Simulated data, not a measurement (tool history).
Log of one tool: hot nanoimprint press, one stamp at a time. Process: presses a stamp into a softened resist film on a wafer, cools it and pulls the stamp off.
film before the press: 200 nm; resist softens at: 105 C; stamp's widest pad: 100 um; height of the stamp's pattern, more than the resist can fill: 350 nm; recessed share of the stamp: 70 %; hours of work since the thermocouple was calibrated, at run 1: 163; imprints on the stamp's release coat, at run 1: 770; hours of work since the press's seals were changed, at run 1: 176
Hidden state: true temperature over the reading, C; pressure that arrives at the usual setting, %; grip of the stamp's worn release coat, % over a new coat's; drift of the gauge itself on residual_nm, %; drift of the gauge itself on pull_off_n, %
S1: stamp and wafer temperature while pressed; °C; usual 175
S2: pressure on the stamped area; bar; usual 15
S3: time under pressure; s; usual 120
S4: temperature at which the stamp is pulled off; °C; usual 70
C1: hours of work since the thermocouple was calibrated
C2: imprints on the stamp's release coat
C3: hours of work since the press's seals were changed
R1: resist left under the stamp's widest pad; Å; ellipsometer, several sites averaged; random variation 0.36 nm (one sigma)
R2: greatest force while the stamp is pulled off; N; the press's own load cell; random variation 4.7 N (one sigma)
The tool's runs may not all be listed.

run   hour   S1    S2   S3  S4   C1    C2   C3    R1   R2
  1      0  175    15  120  70  163   770  176   712  253
  2    4.6  175    15  120  70  165   786  179   717  250
  3   11.6  175    15  120  70  169   809  183   714  257
  4   18.2  175    15  120  70  172   831  186   719  264
  5     24  175  21.8  120  70  175   851  189   570  246
  6   29.7  175    15  148  70  178   869  192   670  252
  7   36.7  175    15  148  70  182   893  196   662  252
  8   43.2  175    15  120  70  186   914  199   711  249
  9   52.4  175    15  120  70  190   945  204   710  248
        56  -- plate thermocouple calibrated
 10   62.5  175    15  120  70    3   969  208   709  261
 11   71.7  175    15  120  70    8  1000  213   704  257
      80.4  -- plate thermocouple calibrated, once more
 12     81  175   9.2  120  70    0  1020  216   953  261
 13   87.3  175    15  120  70    4  1042  220   724  257
 14   97.4  175    15  125  70    9  1075  225   714  250
 15  101.6  175    15  120  55   11  1089  227   721  349
 16  108.1  175    15  120  55   15  1111  231   717  342
 17  114.6  175    15  120  55   18  1133  234   723  354
 18  121.6  177  19.1   64  77   22  1156  238   726  218
 19  128.7  175    15  120  62   26  1180  242   728  302
 20    137  177   9.7  120  70   30  1207  246   863  256
 21  141.2  177   9.7  120  70   32  1221  248   861  267
 22    147  175    15  179  70   35  1241  251   621  260
 23  156.1  175    15  179  70   40  1271  256   622  263
 24  160.6  175    15  179  70   43  1286  259   623  263
 25  170.7  175    15  179  70   48  1320  264   622  261
 26  178.1  168  10.1   79  62   52  1344  268  1271  314
 27  186.7  168  10.1   79  62   57  1373  273  1264  305
 28    192  168  10.1   79  62   59  1391  275  1265  313
 29  199.2  168  10.1   79  62   63  1415  279  1277  320
 30  207.6  168  10.1   79  62   68  1443  284  1265  317
 31  212.8  168  10.1   79  56   70  1460  286  1268  356

3 ways to go on from here, each from the tool as it stands after run 31. What would each give?
  A  218.9  186  10.1   68  72  74  1481  290   ?   ?
  B  218.9  175    15  120  58  74  1481  290   ?   ?
  C  218.9  177    15  177  70  74  1481  290   ?   ?

run   R1   R2
  A  772  251
  B  718  347
  C  581  276
Without the tool's hidden state the same runs would have given:
run   R1   R2
  A  774  213
  B  720  295
  C  583  235

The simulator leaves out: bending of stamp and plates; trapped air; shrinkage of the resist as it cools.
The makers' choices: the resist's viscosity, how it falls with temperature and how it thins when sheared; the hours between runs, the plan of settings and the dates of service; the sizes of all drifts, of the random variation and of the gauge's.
